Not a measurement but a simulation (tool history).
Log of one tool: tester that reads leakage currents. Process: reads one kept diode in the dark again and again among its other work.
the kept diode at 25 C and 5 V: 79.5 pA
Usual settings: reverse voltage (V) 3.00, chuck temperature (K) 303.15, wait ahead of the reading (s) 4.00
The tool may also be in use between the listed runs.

run	hour	reverse voltage (V)	chuck temperature (K)	wait ahead of the reading (s)	current that the tester gives (pA)
1	0.0	3.00	303.15	4.00	88.36
2	31.4	3.00	303.15	4.00	87.86
3	51.3	5.50	303.15	4.00	114.04
# hour 66.0: chuck's temperature calibrated
4	79.2	5.50	303.15	4.00	104.69
5	99.8	5.50	303.15	4.00	104.28
6	130.5	5.50	303.15	4.00	104.08
7	149.5	5.50	303.15	4.00	104.04
# hour 184.3: chuck's temperature calibrated, once more
8	184.3	3.00	303.15	4.00	99.00
9	206.2	10.96	303.15	4.00	171.07
10	240.9	2.44	305.15	1.32	105.97
11	274.4	2.13	306.15	4.00	107.73
12	293.1	3.00	303.15	0.62	98.42
13	315.3	3.00	303.15	0.62	98.84
14	352.8	1.08	296.15	0.43	36.72
15	368.3	2.45	303.15	0.50	90.03
16	393.0	2.45	303.15	0.50	90.33
17	412.9	2.45	324.15	1.01	428.06
18	444.3	1.80	312.15	6.81	156.39

Measured less the same run without the tool's hidden state. The same run-to-run variation is in both; the gauge's scatter may not be:
The hidden state here: stray current of the dirty probe card, pA a volt; current scale over the true one, %; true chuck temperature over the reading, C; drift of the gauge itself on leakage_pa, %.
run	current that the tester gives (pA)
1	-9.63
2	-9.90
3	-11.77
4	-20.51
5	-20.68
6	-21.03
7	-21.21
8	+0.55
9	+5.28
10	-0.69
11	-1.41
12	-0.58
13	-0.80
14	-0.51
15	-1.48
16	-1.73
17	-16.45
18	-6.06
